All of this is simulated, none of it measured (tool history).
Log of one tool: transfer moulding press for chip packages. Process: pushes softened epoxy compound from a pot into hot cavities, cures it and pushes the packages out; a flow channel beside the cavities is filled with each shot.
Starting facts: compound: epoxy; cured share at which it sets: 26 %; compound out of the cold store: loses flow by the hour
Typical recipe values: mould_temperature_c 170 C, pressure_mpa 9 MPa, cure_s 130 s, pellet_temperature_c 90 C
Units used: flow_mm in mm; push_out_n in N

| run | day | mould_temperature_c | pressure_mpa | cure_s | pellet_temperature_c | incoming compound's hours out of the cold store | flow_mm | push_out_n |
|---|---|---|---|---|---|---|---|---|
| 1 | 0 | 170 | 9 | 130 | 90 | 42.5 | 618 | 482 |
| 2 | 0.604 | 170 | 9 | 130 | 90 | 29.2 | 674 | 512 |
|  | 1.146 | cavities cleaned with cleaning compound and waxed |
| 3 | 1.262 | 178 | 9 | 130 | 90 | 25.6 | 674 | 386 |
| 4 | 1.954 | 170 | 9 | 130 | 90 | 19.5 | 718 | 458 |
| 5 | 2.521 | 170 | 9 | 130 | 90 | 40.9 | 619 | 466 |
| 6 | 3.546 | 170 | 9 | 130 | 90 | 18.6 | 716 | 530 |
|  | 3.729 | cavities cleaned with cleaning compound and waxed |
| 7 | 4.521 | 174 | 9 | 130 | 90 | 18.8 | 706 | 439 |
|  | 5.442 | plunger's sealing rings changed |
| 8 | 5.592 | 174 | 9 | 130 | 90 | 17.5 | 737 | 485 |
| 9 | 6.296 | 170 | 9 | 130 | 87 | 29.3 | 688 | 546 |
|  | 6.404 | cavities cleaned with cleaning compound and waxed |
| 10 | 7.412 | 170 | 9 | 130 | 87 | 13.6 | 764 | 469 |
| 11 | 7.938 | 164 | 9 | 130 | 88 | 10.5 | 794 | 605 |

Run 12, settings as shown, results not yet in. Your forecast:
| 12 | 8.588 | 169 | 7.11 | 143 | 88 | 42.5 | ? | ? |

flow_mm: 558 mm
push_out_n: 489 N
Without the tool's hidden state the same run would have given flow_mm 569 mm, push_out_n 374 N.

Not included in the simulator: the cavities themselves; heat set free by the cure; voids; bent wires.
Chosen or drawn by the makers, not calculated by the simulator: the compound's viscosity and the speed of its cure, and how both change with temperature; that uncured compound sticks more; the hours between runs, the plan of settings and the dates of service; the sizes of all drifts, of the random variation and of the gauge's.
